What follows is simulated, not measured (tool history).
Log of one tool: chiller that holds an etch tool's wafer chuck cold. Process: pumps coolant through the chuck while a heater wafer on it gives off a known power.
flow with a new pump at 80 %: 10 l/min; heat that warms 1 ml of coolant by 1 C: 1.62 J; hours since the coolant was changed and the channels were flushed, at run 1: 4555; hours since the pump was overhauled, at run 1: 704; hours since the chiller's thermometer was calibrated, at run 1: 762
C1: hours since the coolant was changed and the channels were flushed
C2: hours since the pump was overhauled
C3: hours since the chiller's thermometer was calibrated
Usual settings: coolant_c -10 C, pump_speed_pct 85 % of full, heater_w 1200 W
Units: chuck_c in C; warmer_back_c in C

Run 1, hour 0: usual settings; C1 4555; C2 704; C3 762. Result: chuck_c -0.7 C, warmer_back_c 4.18 C.
Run 2, hour 28.9: usual settings but heater_w 700 W; C1 4584; C2 733; C3 791. Result: chuck_c -4.5 C, warmer_back_c 2.46 C.
Run 3, hour 55.8: usual settings but pump_speed_pct 84 % of full; C1 4611; C2 760; C3 818. Result: chuck_c -0.7 C, warmer_back_c 4.25 C.
Run 4, hour 72.1: usual settings but heater_w 679 W; C1 4627; C2 776; C3 834. Result: chuck_c -4.6 C, warmer_back_c 2.38 C.
Run 5, hour 96.9: usual settings but heater_w 679 W; C1 4652; C2 801; C3 859. Result: chuck_c -4.8 C, warmer_back_c 2.39 C.
Run 6, hour 115.9: usual settings but heater_w 791 W; C1 4671; C2 820; C3 878. Result: chuck_c -3.7 C, warmer_back_c 2.72 C.
Run 7, hour 143: usual settings but heater_w 791 W; C1 4698; C2 847; C3 905. Result: chuck_c -3.9 C, warmer_back_c 2.71 C.
Run 8, hour 180.7: usual settings; C1 4736; C2 885; C3 943. Result: chuck_c -0.6 C, warmer_back_c 4.19 C.
Run 9, hour 202.9: usual settings; C1 4758; C2 907; C3 965. Result: chuck_c -0.3 C, warmer_back_c 4.19 C.
Run 10, hour 226.6: usual settings; C1 4782; C2 931; C3 989. Result: chuck_c -0.7 C, warmer_back_c 4.11 C.
Run 11, hour 248.9: usual settings; C1 4804; C2 953; C3 1011. Result: chuck_c -0.6 C, warmer_back_c 4.18 C.
Run 12, hour 270.9: usual settings but heater_w 1051 W; C1 4826; C2 975; C3 1033. Result: chuck_c -1.6 C, warmer_back_c 3.61 C.
Run 13, hour 294.7: usual settings but pump_speed_pct 73 % of full; C1 4850; C2 999; C3 1057. Result: chuck_c 0.7 C, warmer_back_c 4.98 C.
Run 14, hour 316.4: usual settings but coolant_c -19 C; C1 4871; C2 1020; C3 1079. Result: chuck_c -9.5 C, warmer_back_c 4.15 C.
Run 15, hour 341.1: usual settings but coolant_c -19 C; C1 4896; C2 1045; C3 1103. Result: chuck_c -9.6 C, warmer_back_c 4.21 C.
Run 16, hour 369.9: usual settings but coolant_c -19 C; C1 4925; C2 1074; C3 1132. Result: chuck_c -9.3 C, warmer_back_c 4.15 C.
Run 17, hour 388.8: usual settings but coolant_c -19 C; C1 4944; C2 1093; C3 1151. Result: chuck_c -9.6 C, warmer_back_c 4.24 C.
Run 18, hour 409.2: usual settings but pump_speed_pct 64 % of full, heater_w 762 W; C1 4964; C2 1113; C3 1171. Result: chuck_c -2.5 C, warmer_back_c 3.63 C.
Run 19, hour 446.7: usual settings but pump_speed_pct 64 % of full, heater_w 762 W; C1 5002; C2 1151; C3 1209. Result: chuck_c -2.8 C, warmer_back_c 3.67 C.
Run 20, hour 471.7: usual settings but pump_speed_pct 100 % of full, heater_w 762 W; C1 5027; C2 1176; C3 1234. Result: chuck_c -4.5 C, warmer_back_c 2.27 C.
Run 21, hour 494.7: usual settings but coolant_c -16 C, pump_speed_pct 68 % of full, heater_w 1033 W; C1 5050; C2 1199; C3 1257. Result: chuck_c -6.5 C, warmer_back_c 4.65 C.
Run 22, hour 527.4: usual settings but coolant_c -16 C, pump_speed_pct 68 % of full, heater_w 1033 W; C1 5083; C2 1231; C3 1290. Result: chuck_c -6.4 C, warmer_back_c 4.67 C.
Run 23, hour 555: usual settings but coolant_c -16 C, pump_speed_pct 99 % of full, heater_w 814 W; C1 5110; C2 1259; C3 1317. Result: chuck_c -9.9 C, warmer_back_c 2.4 C.
Run 24, hour 578.3: usual settings but coolant_c -16 C, pump_speed_pct 88 % of full, heater_w 1240 W; C1 5133; C2 1282; C3 1340. Result: chuck_c -6.3 C, warmer_back_c 4.08 C.
Run 25, hour 612.5: usual settings but coolant_c -16 C, pump_speed_pct 88 % of full, heater_w 1240 W; C1 5168; C2 1316; C3 1375. Result: chuck_c -6.2 C, warmer_back_c 4.17 C.
Run 26, hour 640.9: usual settings but coolant_c -16 C, pump_speed_pct 88 % of full, heater_w 1240 W; C1 5196; C2 1345; C3 1403. Result: chuck_c -6.3 C, warmer_back_c 4.21 C.
Run 27, hour 672.2: usual settings but coolant_c -16 C, pump_speed_pct 88 % of full, heater_w 1240 W; C1 5227; C2 1376; C3 1434. Result: chuck_c -6.4 C, warmer_back_c 4.19 C.
At hour 683.1: coolant changed, channels flushed.
Run 28, hour 701.8: usual settings but coolant_c -9 C, pump_speed_pct 90 % of full; C1 19; C2 1400; C3 1458. Result: chuck_c -0.6 C, warmer_back_c 3.99 C.
Run 29, hour 720.2: usual settings but coolant_c -4 C, pump_speed_pct 73 % of full, heater_w 1554 W; C1 37; C2 1418; C3 1476. Result: chuck_c 8.7 C, warmer_back_c 6.44 C.
Run 30, hour 738.5: usual settings but coolant_c -4 C, pump_speed_pct 73 % of full, heater_w 1554 W; C1 55; C2 1436; C3 1495. Result: chuck_c 8.6 C, warmer_back_c 6.47 C.
Run 31, hour 772.5: usual settings but coolant_c -4 C, pump_speed_pct 83 % of full, heater_w 1161 W; C1 89; C2 1470; C3 1529. Result: chuck_c 4.7 C, warmer_back_c 4.17 C.
Run 32, hour 801.3: usual settings but coolant_c -4 C, pump_speed_pct 83 % of full, heater_w 1161 W; C1 118; C2 1499; C3 1557. Result: chuck_c 4.6 C, warmer_back_c 4.16 C.

Measured less the same run without the tool's hidden state. The same run-to-run variation is in both; the gauge's scatter may not be:
The hidden state here: heat passed by the chuck's channels, % of clean ones'; flow at a given pump speed, % of a new pump's; coolant's true temperature over the reading, C; drift of the gauge itself on chuck_c, C; drift of the gauge itself on warmer_back_c, C.
run  chuck_c  warmer_back_c
  1     +0.8          +0.02
  2     +0.6          +0.02
  3     +0.8          +0.02
  4     +0.5          +0.02
  5     +0.5          +0.02
  6     +0.7          +0.01
  7     +0.6          +0.02
  8       +1          +0.03
  9       +1          +0.03
 10     +0.9          +0.04
 11     +0.9          +0.04
 12     +0.9          +0.02
 13       +1          +0.04
 14     +0.9          +0.03
 15       +1          +0.04
 16     +1.1          +0.03
 17       +1          +0.04
 18     +0.8          +0.03
 19     +0.8          +0.03
 20     +0.7          +0.02
 21       +1          +0.04
 22       +1          +0.05
 23     +0.8          +0.02
 24     +1.1          +0.04
 25     +1.1          +0.04
 26     +1.1          +0.05
 27     +1.1          +0.05
 28     +0.3          +0.05
 29     +0.4          +0.07
 30     +0.4          +0.07
 31     +0.3          +0.04
 32     +0.3          +0.05
